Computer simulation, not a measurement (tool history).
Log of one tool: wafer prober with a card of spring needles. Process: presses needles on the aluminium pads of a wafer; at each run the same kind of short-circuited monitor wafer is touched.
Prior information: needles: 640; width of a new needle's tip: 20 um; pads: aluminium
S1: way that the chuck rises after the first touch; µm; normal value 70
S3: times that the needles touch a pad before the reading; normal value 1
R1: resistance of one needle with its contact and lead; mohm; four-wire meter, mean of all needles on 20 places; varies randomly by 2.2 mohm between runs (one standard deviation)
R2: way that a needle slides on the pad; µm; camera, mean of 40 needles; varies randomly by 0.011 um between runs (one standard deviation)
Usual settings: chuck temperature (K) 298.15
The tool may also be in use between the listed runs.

Run 1, day 0.000: usual settings. Result: R1 260 mohm, R2 10.50 µm.
Run 2, day 0.329: usual settings but chuck temperature (K) 345.15. Result: R1 298 mohm, R2 10.52 µm.
At day 0.546: tips cleaned on abrasive film.
Run 3, day 0.546: usual settings but chuck temperature (K) 345.15. Result: R1 253 mohm, R2 10.51 µm.
Run 4, day 0.850: usual settings but chuck temperature (K) 345.15. Result: R1 293 mohm, R2 10.52 µm.
At day 0.983: height of the first contact set anew.
Run 5, day 1.058: usual settings. Result: R1 282 mohm, R2 10.70 µm.
At day 1.204: tips cleaned on abrasive film.
Run 6, day 1.242: usual settings. Result: R1 249 mohm, R2 10.67 µm.
Run 7, day 1.479: usual settings. Result: R1 278 mohm, R2 10.68 µm.
Run 8, day 1.754: usual settings but chuck temperature (K) 355.15, S3 2. Result: R1 281 mohm, R2 10.66 µm.
At day 1.854: tips cleaned on abrasive film.
Run 9, day 1.921: usual settings but chuck temperature (K) 355.15, S3 2. Result: R1 263 mohm, R2 10.68 µm.
Run 10, day 2.212: usual settings but S1 80 µm, chuck temperature (K) 312.15, S3 2. Result: R1 259 mohm, R2 12.21 µm.
At day 2.488: tips cleaned on abrasive film.
Run 11, day 2.508: usual settings but S1 88 µm. Result: R1 241 mohm, R2 13.40 µm.

What if the next run were any one of these 3? Each begins from the tool's condition after run 11:
Run A, day 2.888: usual settings but chuck temperature (K) 322.15. Result: R1 ?, R2 ?.
Run B, day 2.888: usual settings but S1 54 µm, chuck temperature (K) 386.15. Result: R1 ?, R2 ?.
Run C, day 2.888: usual settings but S3 2. Result: R1 ?, R2 ?.

run   R1     R2
  A  292  10.66
  B  334   8.22
  C  268  10.65
Without the tool's unlogged condition, the same runs would have read:
run   R1     R2
  A  246  10.70
  B  268   8.25
  C  239  10.68
